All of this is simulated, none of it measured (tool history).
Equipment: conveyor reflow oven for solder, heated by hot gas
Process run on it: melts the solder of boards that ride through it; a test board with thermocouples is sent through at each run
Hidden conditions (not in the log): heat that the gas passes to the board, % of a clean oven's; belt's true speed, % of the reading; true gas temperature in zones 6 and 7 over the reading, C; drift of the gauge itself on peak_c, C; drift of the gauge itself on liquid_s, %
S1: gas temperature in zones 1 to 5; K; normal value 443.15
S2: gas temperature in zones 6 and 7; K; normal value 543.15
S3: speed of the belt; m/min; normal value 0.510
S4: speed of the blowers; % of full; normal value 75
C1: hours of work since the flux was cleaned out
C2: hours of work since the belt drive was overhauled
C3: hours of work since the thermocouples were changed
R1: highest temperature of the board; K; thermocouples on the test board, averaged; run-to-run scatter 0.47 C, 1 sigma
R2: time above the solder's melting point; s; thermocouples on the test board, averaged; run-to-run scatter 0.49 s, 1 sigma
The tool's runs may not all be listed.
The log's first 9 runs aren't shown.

run	day	S1	S2	S3	S4	C1	C2	C3	R1	R2
10	3.692	450.15	543.15	0.510	59	315	224	134	517.95	45.4
11	3.979	450.15	537.15	0.510	59	319	227	137	512.85	41.2
12	4.292	443.15	543.15	0.582	75	322	231	141	516.25	37.7
13	4.754	443.15	543.15	0.582	75	328	236	146	516.95	37.3
14	5.088	443.15	538.15	0.510	75	331	240	150	517.85	45.2
15	5.388	443.15	543.15	0.510	75	335	244	153	522.45	48.4
16	5.750	443.15	547.15	0.524	75	339	248	158	523.85	48.6
17	6.296	442.15	549.15	0.524	75	345	254	164	525.75	48.1
18	6.846	442.15	549.15	0.524	75	352	261	170	525.45	49.4
19	7.167	447.15	556.15	0.481	87	356	264	174	538.25	65.0
20	7.675	447.15	556.15	0.481	87	361	270	180	538.45	64.6
21	8.150	446.15	543.15	0.541	59	367	276	185	513.75	38.0
22	8.479	446.15	543.15	0.541	77	371	280	189	520.35	44.9
23	8.967	446.15	543.15	0.541	77	376	285	195	519.75	45.1
24	9.488	443.15	543.15	0.600	64	382	291	201	509.75	28.2
25	9.954	444.15	542.15	0.510	65	388	297	206	517.65	44.3
26	10.433	444.15	542.15	0.510	65	393	302	212	516.95	43.8
27	11.012	443.15	543.15	0.510	75	400	309	219	520.75	47.5
28	11.500	443.15	532.15	0.510	58	406	314	224	506.95	31.1
29	11.946	443.15	532.15	0.510	58	411	320	229	506.45	30.4

Run 30 is up next; what results do you expect?
30	12.450	443.15	532.15	0.510	58	417	325	235	?	?

{"run 30": {"R1": 506.75, "R2": 30.2}}
Were there no unlogged condition in the tool, this run, its random variation unchanged, would have produced R1 510.35 K, R2 35.4 s.
